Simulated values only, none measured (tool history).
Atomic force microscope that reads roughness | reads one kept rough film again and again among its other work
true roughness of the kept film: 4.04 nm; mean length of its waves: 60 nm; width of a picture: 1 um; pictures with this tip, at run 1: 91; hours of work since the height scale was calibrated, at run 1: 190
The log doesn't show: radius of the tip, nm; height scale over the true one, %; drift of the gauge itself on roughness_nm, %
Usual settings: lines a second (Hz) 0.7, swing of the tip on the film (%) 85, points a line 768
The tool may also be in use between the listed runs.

run	hour	lines a second (Hz)	swing of the tip on the film (%)	points a line	pictures with this tip	hours of work since the height scale was calibrated	roughness of the kept film (nm (root mean square))
1	0	0.7	85	768	91	190	3.627
2	11.4	0.7	85	768	99	195	3.621
3	26.9	0.7	85	768	110	202	3.595
4	35.1	0.7	85	768	116	205	3.603
5	42.7	0.7	66	768	122	209	3.719
# hour 45.2: height scale calibrated on a step standard
6	53.7	0.7	66	768	129	4	3.72
7	70.9	1.147	66	768	141	11	3.647
8	79.1	0.7	57	768	147	15	3.735
9	88.6	0.588	63	274	154	19	3.702
10	98	0.7	58	768	161	23	3.697
11	108.1	3.058	79	668	168	27	3.15
# hour 122: height scale calibrated on a step standard, once more
12	122.7	0.933	88	768	178	0	3.439
13	137.4	1.757	80	286	188	7	3.364
14	145.6	0.74	63	768	194	10	3.645

3 ways to go on from here, each from the tool as it stands after run 14. What would each give?
A	161.3	0.7	85	318	205	17	?
B	161.3	0.81	82	344	205	17	?
C	161.3	0.74	84	457	205	17	?

run	roughness of the kept film (nm (root mean square))
A	3.519
B	3.547
C	3.518
Without the tool's hidden state the same runs would have given:
run	roughness of the kept film (nm (root mean square))
A	3.691
B	3.721
C	3.69

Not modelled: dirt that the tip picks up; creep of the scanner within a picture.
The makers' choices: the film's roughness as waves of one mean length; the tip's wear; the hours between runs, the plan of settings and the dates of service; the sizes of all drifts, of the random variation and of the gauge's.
